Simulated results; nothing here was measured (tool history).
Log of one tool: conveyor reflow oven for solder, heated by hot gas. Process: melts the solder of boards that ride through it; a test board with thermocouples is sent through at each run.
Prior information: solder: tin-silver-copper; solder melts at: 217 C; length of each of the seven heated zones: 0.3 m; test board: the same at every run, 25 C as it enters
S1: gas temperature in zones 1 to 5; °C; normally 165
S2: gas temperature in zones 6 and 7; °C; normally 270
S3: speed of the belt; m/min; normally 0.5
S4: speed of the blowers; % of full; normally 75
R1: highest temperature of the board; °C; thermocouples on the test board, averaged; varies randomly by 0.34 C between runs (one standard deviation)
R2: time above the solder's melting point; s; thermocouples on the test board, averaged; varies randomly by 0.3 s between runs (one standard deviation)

run 1 hour=0 | S1=165 S2=270 S3=0.5 S4=75 | R1=250.1 R2=49.8
run 2 hour=7.2 | S1=165 S2=270 S3=0.5 S4=75 | R1=250.8 R2=49.5
run 3 hour=11.5 | S1=165 S2=270 S3=0.5 S4=75 | R1=250.6 R2=49.9
run 4 hour=20 | S1=165 S2=270 S3=0.5 S4=75 | R1=250.5 R2=49.5
run 5 hour=29.7 | S1=165 S2=270 S3=0.589 S4=75 | R1=244.5 R2=37.1
run 6 hour=34.2 | S1=165 S2=270 S3=0.589 S4=75 | R1=244.2 R2=36.2
run 7 hour=40.1 | S1=165 S2=267 S3=0.5 S4=75 | R1=248.4 R2=48.2
run 8 hour=47.7 | S1=165 S2=267 S3=0.5 S4=75 | R1=247.4 R2=48
run 9 hour=55.9 | S1=165 S2=267 S3=0.5 S4=75 | R1=248.1 R2=47.7
run 10 hour=60.8 | S1=156 S2=284 S3=0.552 S4=80 | R1=258.1 R2=47.1
-- hour=66.4 flux residue cleaned out of gas plates and filters
run 11 hour=70.9 | S1=156 S2=284 S3=0.552 S4=80 | R1=257.7 R2=46.9
run 12 hour=77.7 | S1=175 S2=270 S3=0.5 S4=75 | R1=252.2 R2=54
run 13 hour=82.9 | S1=175 S2=270 S3=0.5 S4=75 | R1=251.7 R2=53.4
-- hour=93 flux residue cleaned out of gas plates and filters, once more
run 14 hour=94.6 | S1=165 S2=270 S3=0.5 S4=70 | R1=250.4 R2=50

Alternative continuations, all from the tool just after run 14; predict every row:
run A hour=101.5 | S1=156 S2=270 S3=0.484 S4=65 | R1=? R2=?
run B hour=101.5 | S1=180 S2=270 S3=0.5 S4=70 | R1=? R2=?
run C hour=101.5 | S1=165 S2=266 S3=0.466 S4=87 | R1=? R2=?
run D hour=101.5 | S1=154 S2=259 S3=0.514 S4=70 | R1=? R2=?

run=A R1=247.4 R2=46.6
run=B R1=253.4 R2=57
run=C R1=253 R2=57.1
run=D R1=237.5 R2=34.3
With no hidden state in the tool, these same runs would have given:
run=A R1=247.7 R2=46.3
run=B R1=253.7 R2=56.7
run=C R1=253.4 R2=56.8
run=D R1=237.7 R2=34.2
